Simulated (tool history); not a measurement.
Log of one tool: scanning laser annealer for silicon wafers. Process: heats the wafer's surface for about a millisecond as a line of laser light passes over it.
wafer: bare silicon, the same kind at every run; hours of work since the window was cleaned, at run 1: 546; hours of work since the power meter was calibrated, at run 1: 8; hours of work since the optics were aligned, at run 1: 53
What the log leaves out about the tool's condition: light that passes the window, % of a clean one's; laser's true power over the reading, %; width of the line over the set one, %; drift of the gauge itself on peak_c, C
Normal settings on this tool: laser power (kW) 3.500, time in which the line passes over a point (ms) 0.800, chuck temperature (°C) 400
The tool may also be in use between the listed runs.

run   hour  laser power (kW)  time in which the line passes over a point (ms)  chuck temperature (°C)  hours of work since the window was cleaned  hours of work since the power meter was calibrated  hours of work since the optics were aligned  highest temperature of the surface (°C)
  1    0.0             3.500                                            0.800                     400                                         546                                                   8                                           53                                     1163
  2   30.3             3.500                                            0.800                     400                                         567                                                  28                                           73                                     1159
  3   50.5             3.500                                            0.800                     424                                         581                                                  42                                           87                                     1185
  4   89.5             3.500                                            0.800                     400                                         607                                                  69                                          114                                     1157
  5  109.9             3.500                                            0.800                     400                                         622                                                  83                                          128                                     1160
  6  136.3             3.500                                            0.800                     400                                         640                                                 101                                          146                                     1154
  7  166.6             3.500                                            0.800                     400                                         661                                                 122                                          167                                     1153
  8  191.5             3.747                                            0.800                     400                                         678                                                 139                                          184                                     1207
  9  230.1             3.082                                            0.800                     400                                         704                                                 166                                          211                                     1061
 10  270.5             3.082                                            0.800                     400                                         732                                                 194                                          239                                     1057
 11  304.3             3.276                                            0.644                     432                                         755                                                 217                                          262                                     1057
 12  329.4             3.489                                            0.932                     400                                         773                                                 234                                          279                                     1207
 13  352.9             3.694                                            0.704                     387                                         789                                                 251                                          295                                     1125
 14  379.9             3.694                                            0.704                     387                                         807                                                 269                                          314                                     1122
 15  400.1             3.694                                            0.704                     387                                         821                                                 283                                          328                                     1123
 16  424.4             3.832                                            0.889                     371                                         838                                                 300                                          345                                     1236
 17  453.9             3.332                                            0.827                     402                                         858                                                 320                                          365                                     1121
 18  497.3             3.525                                            0.756                     395                                         888                                                 350                                          395                                     1118

What would each run have given without the hidden state, its run-to-run variation left as it was?
run  highest temperature of the surface (°C)
  1                                     1190
  2                                     1188
  3                                     1215
  4                                     1188
  5                                     1193
  6                                     1188
  7                                     1189
  8                                     1246
  9                                     1094
 10                                     1092
 11                                     1091
 12                                     1252
 13                                     1168
 14                                     1166
 15                                     1168
 16                                     1290
 17                                     1168
 18                                     1167
